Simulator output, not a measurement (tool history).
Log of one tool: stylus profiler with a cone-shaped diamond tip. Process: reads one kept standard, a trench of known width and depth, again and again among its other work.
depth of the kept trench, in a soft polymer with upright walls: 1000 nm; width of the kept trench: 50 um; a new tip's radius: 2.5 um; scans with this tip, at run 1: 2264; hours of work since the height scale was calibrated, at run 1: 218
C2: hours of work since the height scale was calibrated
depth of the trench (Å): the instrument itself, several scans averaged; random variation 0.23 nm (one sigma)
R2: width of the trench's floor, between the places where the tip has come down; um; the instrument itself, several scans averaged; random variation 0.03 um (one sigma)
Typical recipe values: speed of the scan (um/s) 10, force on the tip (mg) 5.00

{"run": 1, "hour": 0.0, "speed of the scan (um/s)": 10, "force on the tip (mg)": 5.0, "scans with this tip": 2264, "C2": 218, "depth of the trench (Å)": 10136.0, "R2": 45.97}
{"run": 2, "hour": 15.5, "speed of the scan (um/s)": 10, "force on the tip (mg)": 5.0, "scans with this tip": 2364, "C2": 228, "depth of the trench (Å)": 10139.7, "R2": 45.94}
{"run": 3, "hour": 29.0, "speed of the scan (um/s)": 10, "force on the tip (mg)": 5.0, "scans with this tip": 2451, "C2": 236, "depth of the trench (Å)": 10136.8, "R2": 45.95}
{"run": 4, "hour": 48.1, "speed of the scan (um/s)": 10, "force on the tip (mg)": 5.0, "scans with this tip": 2575, "C2": 248, "depth of the trench (Å)": 10137.6, "R2": 45.99}
{"run": 5, "hour": 69.1, "speed of the scan (um/s)": 10, "force on the tip (mg)": 4.14, "scans with this tip": 2710, "C2": 261, "depth of the trench (Å)": 10120.6, "R2": 45.99}
{"run": 6, "hour": 80.6, "speed of the scan (um/s)": 10, "force on the tip (mg)": 4.14, "scans with this tip": 2785, "C2": 269, "depth of the trench (Å)": 10117.3, "R2": 45.92}
{"run": 7, "hour": 106.0, "speed of the scan (um/s)": 10, "force on the tip (mg)": 4.14, "scans with this tip": 2949, "C2": 284, "depth of the trench (Å)": 10119.7, "R2": 45.93}
{"run": 8, "hour": 127.5, "speed of the scan (um/s)": 9, "force on the tip (mg)": 5.0, "scans with this tip": 3087, "C2": 298, "depth of the trench (Å)": 10138.1, "R2": 46.02}
{"run": 9, "hour": 153.2, "speed of the scan (um/s)": 9, "force on the tip (mg)": 5.0, "scans with this tip": 3254, "C2": 314, "depth of the trench (Å)": 10139.3, "R2": 45.97}
{"run": 10, "hour": 179.3, "speed of the scan (um/s)": 9, "force on the tip (mg)": 5.0, "scans with this tip": 3422, "C2": 330, "depth of the trench (Å)": 10137.2, "R2": 46.0}
{"run": 11, "hour": 202.1, "speed of the scan (um/s)": 9, "force on the tip (mg)": 3.53, "scans with this tip": 3569, "C2": 344, "depth of the trench (Å)": 10110.6, "R2": 45.93}
{"run": 12, "hour": 226.5, "speed of the scan (um/s)": 9, "force on the tip (mg)": 3.53, "scans with this tip": 3727, "C2": 359, "depth of the trench (Å)": 10107.4, "R2": 45.94}
{"run": 13, "hour": 250.1, "speed of the scan (um/s)": 9, "force on the tip (mg)": 3.53, "scans with this tip": 3880, "C2": 374, "depth of the trench (Å)": 10104.7, "R2": 45.95}
{"run": 14, "hour": 268.0, "speed of the scan (um/s)": 9, "force on the tip (mg)": 3.53, "scans with this tip": 3995, "C2": 385, "depth of the trench (Å)": 10113.0, "R2": 45.98}
{"run": 15, "hour": 289.1, "speed of the scan (um/s)": 9, "force on the tip (mg)": 3.53, "scans with this tip": 4132, "C2": 398, "depth of the trench (Å)": 10107.7, "R2": 45.99}
{"run": 16, "hour": 310.1, "speed of the scan (um/s)": 10, "force on the tip (mg)": 4.25, "scans with this tip": 4267, "C2": 412, "depth of the trench (Å)": 10119.5, "R2": 45.96}
{"run": 17, "hour": 332.2, "speed of the scan (um/s)": 10, "force on the tip (mg)": 4.52, "scans with this tip": 4410, "C2": 425, "depth of the trench (Å)": 10128.1, "R2": 46.02}
{"run": 18, "hour": 357.2, "speed of the scan (um/s)": 10, "force on the tip (mg)": 5.0, "scans with this tip": 4571, "C2": 441, "depth of the trench (Å)": 10140.1, "R2": 45.99}
{"run": 19, "hour": 377.4, "speed of the scan (um/s)": 10, "force on the tip (mg)": 4.3, "scans with this tip": 4702, "C2": 453, "depth of the trench (Å)": 10123.4, "R2": 46.0}
{"run": 20, "hour": 399.7, "speed of the scan (um/s)": 10, "force on the tip (mg)": 4.3, "scans with this tip": 4846, "C2": 467, "depth of the trench (Å)": 10123.9, "R2": 45.99}
{"run": 21, "hour": 422.9, "speed of the scan (um/s)": 10, "force on the tip (mg)": 5.03, "scans with this tip": 4996, "C2": 482, "depth of the trench (Å)": 10134.1, "R2": 45.98}
{"run": 22, "hour": 448.9, "speed of the scan (um/s)": 34, "force on the tip (mg)": 5.0, "scans with this tip": 5164, "C2": 498, "depth of the trench (Å)": 10138.4, "R2": 45.85}
{"run": 23, "hour": 473.4, "speed of the scan (um/s)": 23, "force on the tip (mg)": 4.31, "scans with this tip": 5322, "C2": 513, "depth of the trench (Å)": 10120.2, "R2": 45.93}
{"run": 24, "hour": 487.7, "speed of the scan (um/s)": 7, "force on the tip (mg)": 3.25, "scans with this tip": 5415, "C2": 522, "depth of the trench (Å)": 10101.2, "R2": 45.97}
{"run": 25, "hour": 506.4, "speed of the scan (um/s)": 10, "force on the tip (mg)": 14.69, "scans with this tip": 5535, "C2": 534, "depth of the trench (Å)": 10282.1, "R2": 45.96}
{"run": 26, "hour": 529.9, "speed of the scan (um/s)": 10, "force on the tip (mg)": 14.69, "scans with this tip": 5687, "C2": 548, "depth of the trench (Å)": 10280.9, "R2": 46.0}
{"run": 27, "hour": 550.0, "speed of the scan (um/s)": 10, "force on the tip (mg)": 14.69, "scans with this tip": 5817, "C2": 561, "depth of the trench (Å)": 10284.0, "R2": 45.96}
{"run": 28, "hour": 560.9, "speed of the scan (um/s)": 3, "force on the tip (mg)": 1.86, "scans with this tip": 5887, "C2": 568, "depth of the trench (Å)": 10067.8, "R2": 45.97}
{"run": 29, "hour": 577.7, "speed of the scan (um/s)": 2, "force on the tip (mg)": 2.01, "scans with this tip": 5996, "C2": 578, "depth of the trench (Å)": 10077.0, "R2": 45.97}
{"run": 30, "hour": 594.8, "speed of the scan (um/s)": 5, "force on the tip (mg)": 1.85, "scans with this tip": 6106, "C2": 589, "depth of the trench (Å)": 10065.1, "R2": 45.95}
{"run": 31, "hour": 614.9, "speed of the scan (um/s)": 4, "force on the tip (mg)": 7.71, "scans with this tip": 6236, "C2": 601, "depth of the trench (Å)": 10184.3, "R2": 45.98}
{"run": 32, "hour": 631.0, "speed of the scan (um/s)": 2, "force on the tip (mg)": 1.78, "scans with this tip": 6340, "C2": 611, "depth of the trench (Å)": 10066.5, "R2": 45.98}
{"run": 33, "hour": 642.8, "speed of the scan (um/s)": 18, "force on the tip (mg)": 5.37, "scans with this tip": 6416, "C2": 619, "depth of the trench (Å)": 10140.5, "R2": 45.94}
{"run": 34, "hour": 653.6, "speed of the scan (um/s)": 18, "force on the tip (mg)": 5.37, "scans with this tip": 6486, "C2": 626, "depth of the trench (Å)": 10145.8, "R2": 45.89}
{"run": 35, "hour": 670.7, "speed of the scan (um/s)": 18, "force on the tip (mg)": 5.37, "scans with this tip": 6596, "C2": 636, "depth of the trench (Å)": 10141.6, "R2": 45.99}
{"run": 36, "hour": 690.7, "speed of the scan (um/s)": 19, "force on the tip (mg)": 2.79, "scans with this tip": 6725, "C2": 649, "depth of the trench (Å)": 10090.3, "R2": 45.88}
{"run": 37, "hour": 710.3, "speed of the scan (um/s)": 19, "force on the tip (mg)": 2.79, "scans with this tip": 6852, "C2": 661, "depth of the trench (Å)": 10094.1, "R2": 45.89}
{"run": 38, "hour": 731.9, "speed of the scan (um/s)": 15, "force on the tip (mg)": 12.94, "scans with this tip": 6992, "C2": 674, "depth of the trench (Å)": 10256.5, "R2": 45.94}
{"run": 39, "hour": 744.0, "speed of the scan (um/s)": 4, "force on the tip (mg)": 3.48, "scans with this tip": 7070, "C2": 682, "depth of the trench (Å)": 10106.2, "R2": 45.95}

4 ways to go on from here, each from the tool as it stands after run 39. What would each give?
{"run": "A", "hour": 761.2, "speed of the scan (um/s)": 31, "force on the tip (mg)": 5.0, "scans with this tip": 7181, "C2": 693, "depth of the trench (Å)": "?", "R2": "?"}
{"run": "B", "hour": 761.2, "speed of the scan (um/s)": 9, "force on the tip (mg)": 5.0, "scans with this tip": 7181, "C2": 693, "depth of the trench (Å)": "?", "R2": "?"}
{"run": "C", "hour": 761.2, "speed of the scan (um/s)": 8, "force on the tip (mg)": 1.91, "scans with this tip": 7181, "C2": 693, "depth of the trench (Å)": "?", "R2": "?"}
{"run": "D", "hour": 761.2, "speed of the scan (um/s)": 7, "force on the tip (mg)": 3.0, "scans with this tip": 7181, "C2": 693, "depth of the trench (Å)": "?", "R2": "?"}

run=A depth_of_the_trench_(Å)=10137.5 R2=45.94
run=B depth_of_the_trench_(Å)=10136.1 R2=46.00
run=C depth_of_the_trench_(Å)=10073.0 R2=45.95
run=D depth_of_the_trench_(Å)=10095.2 R2=45.96
Had the tool no hidden state, the same runs would have come out as:
run=A depth_of_the_trench_(Å)=10137.7 R2=45.94
run=B depth_of_the_trench_(Å)=10136.4 R2=46.00
run=C depth_of_the_trench_(Å)=10073.3 R2=45.96
run=D depth_of_the_trench_(Å)=10095.4 R2=45.97
